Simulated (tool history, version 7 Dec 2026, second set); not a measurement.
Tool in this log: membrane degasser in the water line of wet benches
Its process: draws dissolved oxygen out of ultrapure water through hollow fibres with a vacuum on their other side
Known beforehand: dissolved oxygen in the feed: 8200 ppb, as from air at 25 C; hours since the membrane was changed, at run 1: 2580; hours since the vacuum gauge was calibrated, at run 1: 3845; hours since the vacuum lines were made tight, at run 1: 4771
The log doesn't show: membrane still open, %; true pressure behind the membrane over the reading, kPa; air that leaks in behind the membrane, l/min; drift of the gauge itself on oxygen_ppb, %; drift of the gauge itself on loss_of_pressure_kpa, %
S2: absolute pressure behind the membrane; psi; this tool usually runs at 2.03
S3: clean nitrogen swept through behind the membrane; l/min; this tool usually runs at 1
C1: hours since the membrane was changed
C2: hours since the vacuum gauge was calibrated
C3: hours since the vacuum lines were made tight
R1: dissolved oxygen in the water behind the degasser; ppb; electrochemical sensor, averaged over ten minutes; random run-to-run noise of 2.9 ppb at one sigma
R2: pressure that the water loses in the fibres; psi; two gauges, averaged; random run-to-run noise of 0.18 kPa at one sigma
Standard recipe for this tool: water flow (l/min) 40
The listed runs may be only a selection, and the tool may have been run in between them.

Run 1, hour 0: usual settings; C1 2580; C2 3845; C3 4771. Result: R1 824.6 ppb, R2 4.596 psi.
Run 2, hour 199.4: usual settings but S2 2.64 psi; C1 2779; C2 4044; C3 4970. Result: R1 1100.3 ppb, R2 4.617 psi.
At hour 331.9: vacuum gauge calibrated.
Run 3, hour 379.5: usual settings but S2 2.64 psi; C1 2959; C2 48; C3 5150. Result: R1 1088.8 ppb, R2 4.615 psi.
Run 4, hour 661: usual settings but S2 2.64 psi; C1 3240; C2 329; C3 5431. Result: R1 1086.1 ppb, R2 4.624 psi.
Run 5, hour 896: usual settings but S2 2.64 psi; C1 3475; C2 564; C3 5666. Result: R1 1088.7 ppb, R2 4.585 psi.
Run 6, hour 1202.4: usual settings but S2 2.64 psi; C1 3781; C2 870; C3 5972. Result: R1 1097.6 ppb, R2 4.651 psi.
Run 7, hour 1453.7: usual settings but S2 1.45 psi; C1 4033; C2 1122; C3 6224. Result: R1 538.2 ppb, R2 4.657 psi.
Run 8, hour 1762.9: usual settings but S2 1.45 psi; C1 4342; C2 1431; C3 6533. Result: R1 538.6 ppb, R2 4.693 psi.
Run 9, hour 2050.1: usual settings but S2 1.55 psi; C1 4629; C2 1718; C3 6820. Result: R1 584.9 ppb, R2 4.68 psi.
Run 10, hour 2247: usual settings but S2 1.55 psi; C1 4826; C2 1915; C3 7017. Result: R1 587.5 ppb, R2 4.646 psi.
Run 11, hour 2388.6: usual settings but S2 1.55 psi; C1 4968; C2 2057; C3 7159. Result: R1 589.7 ppb, R2 4.654 psi.
Run 12, hour 2551.5: usual settings but S2 1.55 psi; C1 5131; C2 2220; C3 7322. Result: R1 588.2 ppb, R2 4.708 psi.
Run 13, hour 2724.3: usual settings but S2 1.55 psi; C1 5303; C2 2392; C3 7494. Result: R1 590.8 ppb, R2 4.695 psi.
At hour 2850.9: seals of the vacuum lines changed.
Run 14, hour 2921.4: usual settings but S2 1.55 psi; C1 5498; C2 2587; C3 70. Result: R1 590 ppb, R2 4.695 psi.
Run 15, hour 3134.9: usual settings but S2 1.55 psi; C1 5712; C2 2801; C3 284. Result: R1 590.6 ppb, R2 4.659 psi.
Run 16, hour 3281.2: usual settings but S2 1.55 psi; C1 5858; C2 2947; C3 430. Result: R1 588.7 ppb, R2 4.688 psi.
Run 17, hour 3515.4: usual settings but water flow (l/min) 55, S2 3.21 psi, S3 2.92 l/min; C1 6092; C2 3181; C3 664. Result: R1 779.4 ppb, R2 6.464 psi.
Run 18, hour 3819.5: usual settings but water flow (l/min) 32, S3 1.12 l/min; C1 6397; C2 3486; C3 969. Result: R1 629.6 ppb, R2 3.793 psi.
Run 19, hour 4119: usual settings but water flow (l/min) 60, S2 4.45 psi, S3 1.12 l/min; C1 6696; C2 3785; C3 1268. Result: R1 2212.5 ppb, R2 7.042 psi.
Run 20, hour 4268.9: usual settings but water flow (l/min) 60, S2 3.92 psi, S3 0.84 l/min; C1 6846; C2 3935; C3 1418. Result: R1 2363.2 ppb, R2 7.085 psi.
Run 21, hour 4466.8: usual settings but water flow (l/min) 60, S2 3.92 psi, S3 0.84 l/min; C1 7044; C2 4133; C3 1616. Result: R1 2362.2 ppb, R2 7.116 psi.
At hour 4496.2: vacuum gauge calibrated.
Run 22, hour 4723.2: usual settings but water flow (l/min) 45, S2 2.22 psi, S3 0.84 l/min; C1 7300; C2 227; C3 1872. Result: R1 1108.8 ppb, R2 5.339 psi.
Run 23, hour 4994.7: usual settings but S2 1.93 psi, S3 0.58 l/min; C1 7571; C2 498; C3 2143. Result: R1 1118.4 ppb, R2 4.743 psi.
Run 24, hour 5144.1: usual settings but water flow (l/min) 47, S2 1.71 psi, S3 1.01 l/min; C1 7721; C2 648; C3 2293. Result: R1 749.6 ppb, R2 5.614 psi.
Run 25, hour 5374: usual settings but water flow (l/min) 48, S3 1.26 l/min; C1 7951; C2 878; C3 2523. Result: R1 800.3 ppb, R2 5.674 psi.
Run 26, hour 5645.2: usual settings but water flow (l/min) 48, S3 1.26 l/min; C1 8222; C2 1149; C3 2794. Result: R1 801.2 ppb, R2 5.709 psi.
Run 27, hour 5907.2: usual settings but water flow (l/min) 47, S3 0.51 l/min; C1 8484; C2 1411; C3 3056. Result: R1 1421.4 ppb, R2 5.638 psi.
Run 28, hour 6187.1: usual settings but water flow (l/min) 45, S3 0.51 l/min; C1 8764; C2 1691; C3 3336. Result: R1 1389 ppb, R2 5.411 psi.
Run 29, hour 6440.2: usual settings but S2 4.87 psi; C1 9017; C2 1944; C3 3589. Result: R1 1975.4 ppb, R2 4.825 psi.
Run 30, hour 6756.4: usual settings but water flow (l/min) 24; C1 9333; C2 2260; C3 3905. Result: R1 543.5 ppb, R2 2.866 psi.
Run 31, hour 7041.6: usual settings but water flow (l/min) 27, S2 4.53 psi, S3 0.81 l/min; C1 9618; C2 2545; C3 4190. Result: R1 1620.7 ppb, R2 3.25 psi.

Predict each of these 3 candidate next runs independently; none follows another, all start after run 31:
Run A, hour 7302.7: usual settings but water flow (l/min) 27, S2 4.53 psi, S3 1.46 l/min; C1 9879; C2 2806; C3 4451. Result: R1 ?, R2 ?.
Run B, hour 7302.7: usual settings but water flow (l/min) 27, S2 2.58 psi, S3 0.61 l/min; C1 9879; C2 2806; C3 4451. Result: R1 ?, R2 ?.
Run C, hour 7302.7: usual settings but S3 1.58 l/min; C1 9879; C2 2806; C3 4451. Result: R1 ?, R2 ?.

run      R1     R2
  A  1050.9  3.265
  B    1137  3.263
  C   579.1  4.795
Without the tool's unlogged condition, the same runs would have read:
run      R1     R2
  A  1040.3  3.076
  B  1127.7  3.075
  C   567.3  4.516
